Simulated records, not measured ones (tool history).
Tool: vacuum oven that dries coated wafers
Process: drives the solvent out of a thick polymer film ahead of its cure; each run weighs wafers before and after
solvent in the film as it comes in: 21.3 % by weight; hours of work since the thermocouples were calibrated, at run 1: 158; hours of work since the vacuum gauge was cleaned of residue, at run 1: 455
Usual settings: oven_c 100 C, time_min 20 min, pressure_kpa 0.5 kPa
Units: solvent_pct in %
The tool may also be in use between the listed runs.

run	hour	oven_c	time_min	pressure_kpa	hours of work since the thermocouples were calibrated	hours of work since the vacuum gauge was cleaned of residue	solvent_pct
1	0	100	20	0.5	158	455	2.4
2	5.9	100	20	0.5	162	460	2.37
3	14.4	100	20	0.5	169	466	2.39
4	19.7	100	20	0.5	173	470	2.33
5	25.9	100	20	0.5	178	475	2.42
6	32.4	100	20	0.5	183	480	2.4
7	43.8	100	20	0.5	192	489	2.31
8	53.3	100	20	0.5	199	496	2.39
9	65.2	100	20	0.5	208	506	2.38
10	73.8	100	13	0.251	215	512	4.48
11	79.2	92	29	0.758	219	516	3.78
12	87.9	92	29	0.758	226	523	3.89
13	96.5	91	12	1.069	233	530	9.66
14	104.4	110	12	0.353	239	536	1.52
15	111.3	86	11	1.66	244	541	12.63
16	118.5	86	11	1.66	250	547	12.47

Forecast each of these 3 alternatives for the next run:
A	125	108	16	1.064	255	552	?
B	125	112	10	0.316	255	552	?
C	125	100	25	0.402	255	552	?

run	solvent_pct
A	1.49
B	1.57
C	1.54
Without the tool's hidden state the same runs would have given:
run	solvent_pct
A	1.4
B	1.47
C	1.43
